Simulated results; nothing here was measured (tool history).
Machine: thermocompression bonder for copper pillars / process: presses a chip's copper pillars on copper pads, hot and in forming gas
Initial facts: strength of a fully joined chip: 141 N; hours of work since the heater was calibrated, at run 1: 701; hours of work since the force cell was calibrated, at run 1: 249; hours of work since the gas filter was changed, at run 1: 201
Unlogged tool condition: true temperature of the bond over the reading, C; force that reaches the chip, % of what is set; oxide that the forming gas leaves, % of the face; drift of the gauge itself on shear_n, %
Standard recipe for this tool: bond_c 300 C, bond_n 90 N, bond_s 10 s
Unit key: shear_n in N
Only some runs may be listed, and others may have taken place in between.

| run | hour | bond_c | bond_n | bond_s | hours of work since the heater was calibrated | hours of work since the force cell was calibrated | hours of work since the gas filter was changed | shear_n |
|---|---|---|---|---|---|---|---|---|
| 1 | 0.0 | 300 | 90 | 10 | 701 | 249 | 201 | 91.0 |
| 2 | 9.5 | 300 | 90 | 29 | 705 | 254 | 206 | 116.9 |
| 3 | 19.9 | 300 | 90 | 29 | 710 | 259 | 211 | 116.6 |
| 4 | 29.8 | 307 | 90 | 10 | 715 | 264 | 216 | 95.0 |
| 5 | 39.2 | 307 | 90 | 10 | 719 | 268 | 220 | 94.9 |
| 6 | 47.4 | 300 | 55 | 11 | 723 | 272 | 224 | 65.1 |

Run 7, settings as shown, results not yet in. Your forecast:
| 7 | 61.2 | 306 | 79 | 11 | 730 | 279 | 231 | ? |

shear_n: 89.2 N
With no hidden state in the tool, this same run would have given shear_n 90.1 N.

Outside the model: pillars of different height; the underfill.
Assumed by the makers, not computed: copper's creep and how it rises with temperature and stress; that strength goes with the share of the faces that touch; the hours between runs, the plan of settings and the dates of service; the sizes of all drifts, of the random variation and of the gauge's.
